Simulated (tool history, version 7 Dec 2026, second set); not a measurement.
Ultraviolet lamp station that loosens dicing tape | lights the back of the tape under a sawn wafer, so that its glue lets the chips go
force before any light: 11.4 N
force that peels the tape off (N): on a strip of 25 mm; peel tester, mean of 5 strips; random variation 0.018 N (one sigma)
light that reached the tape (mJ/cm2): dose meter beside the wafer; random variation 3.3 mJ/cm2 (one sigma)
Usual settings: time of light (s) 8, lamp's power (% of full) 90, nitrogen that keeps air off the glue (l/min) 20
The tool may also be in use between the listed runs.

| run | hour | time of light (s) | lamp's power (% of full) | nitrogen that keeps air off the glue (l/min) | force that peels the tape off (N) | light that reached the tape (mJ/cm2) |
|---|---|---|---|---|---|---|
| 1 | 0.0 | 8 | 90 | 20 | 0.904 | 505 |
| 2 | 28.4 | 8 | 90 | 20 | 0.945 | 501 |
| 3 | 62.6 | 8 | 90 | 20 | 0.981 | 493 |
| 4 | 105.5 | 8 | 90 | 20 | 1.035 | 484 |
| 5 | 129.0 | 8 | 90 | 20 | 1.018 | 476 |
| 6 | 184.0 | 8 | 90 | 20 | 1.093 | 464 |
| 7 | 238.2 | 8 | 90 | 20 | 1.149 | 452 |
| 8 | 284.6 | 8 | 90 | 20 | 1.187 | 440 |
| 9 | 342.7 | 8 | 90 | 20 | 1.284 | 427 |
| 10 | 395.8 | 8 | 90 | 20 | 1.434 | 410 |
| 11 | 438.1 | 6 | 90 | 24 | 2.198 | 304 |
|  | 468.7 | window cleaned of glue's vapour |
| 12 | 487.4 | 5 | 70 | 24 | 3.623 | 211 |
| 13 | 533.8 | 6 | 93 | 24 | 1.934 | 333 |
| 14 | 569.5 | 8 | 90 | 13 | 1.611 | 423 |
| 15 | 608.2 | 8 | 90 | 13 | 1.607 | 408 |
| 16 | 656.3 | 8 | 90 | 13 | 1.738 | 402 |
| 17 | 700.3 | 8 | 85 | 15 | 1.954 | 367 |
| 18 | 726.6 | 5 | 90 | 17 | 3.403 | 241 |

Run 19 comes next. What will it give?
| 19 | 754.8 | 5 | 66 | 6 | ? | ? |

{"run 19": {"force that peels the tape off (N)": 5.753, "light that reached the tape (mJ/cm2)": 174}}
Without the tool's hidden state the same run would have given force that peels the tape off (N) 4.438, light that reached the tape (mJ/cm2) 241.
